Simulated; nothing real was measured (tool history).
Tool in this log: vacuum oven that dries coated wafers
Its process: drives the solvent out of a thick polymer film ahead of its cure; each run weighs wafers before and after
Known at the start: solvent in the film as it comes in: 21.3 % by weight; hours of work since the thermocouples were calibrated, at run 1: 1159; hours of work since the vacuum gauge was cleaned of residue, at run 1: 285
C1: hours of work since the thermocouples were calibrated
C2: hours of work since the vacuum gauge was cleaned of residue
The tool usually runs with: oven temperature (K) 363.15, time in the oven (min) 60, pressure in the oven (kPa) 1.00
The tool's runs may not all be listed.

{"run": 1, "hour": 0.0, "oven temperature (K)": 363.15, "time in the oven (min)": 60, "pressure in the oven (kPa)": 1.0, "C1": 1159, "C2": 285, "solvent left in the film (%)": 1.34}
{"run": 2, "hour": 10.9, "oven temperature (K)": 363.15, "time in the oven (min)": 60, "pressure in the oven (kPa)": 1.0, "C1": 1167, "C2": 293, "solvent left in the film (%)": 1.45}
{"run": 3, "hour": 21.2, "oven temperature (K)": 363.15, "time in the oven (min)": 60, "pressure in the oven (kPa)": 1.0, "C1": 1175, "C2": 301, "solvent left in the film (%)": 1.32}
{"run": 4, "hour": 34.7, "oven temperature (K)": 363.15, "time in the oven (min)": 60, "pressure in the oven (kPa)": 1.0, "C1": 1186, "C2": 312, "solvent left in the film (%)": 1.35}
{"run": 5, "hour": 49.6, "oven temperature (K)": 363.15, "time in the oven (min)": 60, "pressure in the oven (kPa)": 1.0, "C1": 1197, "C2": 323, "solvent left in the film (%)": 1.38}
{"run": 6, "hour": 59.3, "oven temperature (K)": 363.15, "time in the oven (min)": 60, "pressure in the oven (kPa)": 1.0, "C1": 1205, "C2": 331, "solvent left in the film (%)": 1.42}
{"run": 7, "hour": 78.0, "oven temperature (K)": 363.15, "time in the oven (min)": 60, "pressure in the oven (kPa)": 1.0, "C1": 1219, "C2": 345, "solvent left in the film (%)": 1.38}
{"run": 8, "hour": 87.4, "oven temperature (K)": 363.15, "time in the oven (min)": 60, "pressure in the oven (kPa)": 1.0, "C1": 1227, "C2": 353, "solvent left in the film (%)": 1.37}
{"run": 9, "hour": 101.0, "oven temperature (K)": 363.15, "time in the oven (min)": 60, "pressure in the oven (kPa)": 1.0, "C1": 1237, "C2": 363, "solvent left in the film (%)": 1.39}
{"run": 10, "hour": 115.3, "oven temperature (K)": 363.15, "time in the oven (min)": 33, "pressure in the oven (kPa)": 1.0, "C1": 1248, "C2": 374, "solvent left in the film (%)": 3.92}
{"run": 11, "hour": 131.4, "oven temperature (K)": 353.15, "time in the oven (min)": 89, "pressure in the oven (kPa)": 3.3, "C1": 1261, "C2": 387, "solvent left in the film (%)": 4.27}
{"run": 12, "hour": 141.5, "oven temperature (K)": 353.15, "time in the oven (min)": 105, "pressure in the oven (kPa)": 0.51, "C1": 1269, "C2": 395, "solvent left in the film (%)": 1.96}
{"run": 13, "hour": 155.8, "oven temperature (K)": 369.15, "time in the oven (min)": 44, "pressure in the oven (kPa)": 3.57, "C1": 1280, "C2": 406, "solvent left in the film (%)": 1.82}
{"run": 14, "hour": 173.2, "oven temperature (K)": 354.15, "time in the oven (min)": 44, "pressure in the oven (kPa)": 3.57, "C1": 1293, "C2": 419, "solvent left in the film (%)": 7.56}
{"run": 15, "hour": 190.4, "oven temperature (K)": 363.15, "time in the oven (min)": 76, "pressure in the oven (kPa)": 0.7, "C1": 1307, "C2": 433, "solvent left in the film (%)": 0.67}
{"run": 16, "hour": 206.9, "oven temperature (K)": 363.15, "time in the oven (min)": 76, "pressure in the oven (kPa)": 0.7, "C1": 1320, "C2": 446, "solvent left in the film (%)": 0.74}
{"run": 17, "hour": 215.7, "oven temperature (K)": 363.15, "time in the oven (min)": 76, "pressure in the oven (kPa)": 0.7, "C1": 1327, "C2": 453, "solvent left in the film (%)": 0.72}
{"run": 18, "hour": 230.1, "oven temperature (K)": 363.15, "time in the oven (min)": 76, "pressure in the oven (kPa)": 0.7, "C1": 1338, "C2": 464, "solvent left in the film (%)": 0.74}
{"run": 19, "hour": 248.0, "oven temperature (K)": 370.15, "time in the oven (min)": 31, "pressure in the oven (kPa)": 0.52, "C1": 1352, "C2": 478, "solvent left in the film (%)": 1.6}
{"run": 20, "hour": 258.2, "oven temperature (K)": 370.15, "time in the oven (min)": 31, "pressure in the oven (kPa)": 0.52, "C1": 1360, "C2": 486, "solvent left in the film (%)": 1.66}

Alternative continuations, all from the tool just after run 20; predict every row:
{"run": "A", "hour": 277.4, "oven temperature (K)": 371.15, "time in the oven (min)": 31, "pressure in the oven (kPa)": 0.52, "C1": 1375, "C2": 501, "solvent left in the film (%)": "?"}
{"run": "B", "hour": 277.4, "oven temperature (K)": 351.15, "time in the oven (min)": 60, "pressure in the oven (kPa)": 3.75, "C1": 1375, "C2": 501, "solvent left in the film (%)": "?"}
{"run": "C", "hour": 277.4, "oven temperature (K)": 363.15, "time in the oven (min)": 31, "pressure in the oven (kPa)": 0.52, "C1": 1375, "C2": 501, "solvent left in the film (%)": "?"}
{"run": "D", "hour": 277.4, "oven temperature (K)": 353.15, "time in the oven (min)": 60, "pressure in the oven (kPa)": 1.91, "C1": 1375, "C2": 501, "solvent left in the film (%)": "?"}

run=A solvent_left_in_the_film_(%)=1.42
run=B solvent_left_in_the_film_(%)=7.46
run=C solvent_left_in_the_film_(%)=4.13
run=D solvent_left_in_the_film_(%)=5.51
The same runs, with their run-to-run variation unchanged, on a tool lacking any hidden condition would have given:
run=A solvent_left_in_the_film_(%)=1.40
run=B solvent_left_in_the_film_(%)=7.43
run=C solvent_left_in_the_film_(%)=4.10
run=D solvent_left_in_the_film_(%)=5.47

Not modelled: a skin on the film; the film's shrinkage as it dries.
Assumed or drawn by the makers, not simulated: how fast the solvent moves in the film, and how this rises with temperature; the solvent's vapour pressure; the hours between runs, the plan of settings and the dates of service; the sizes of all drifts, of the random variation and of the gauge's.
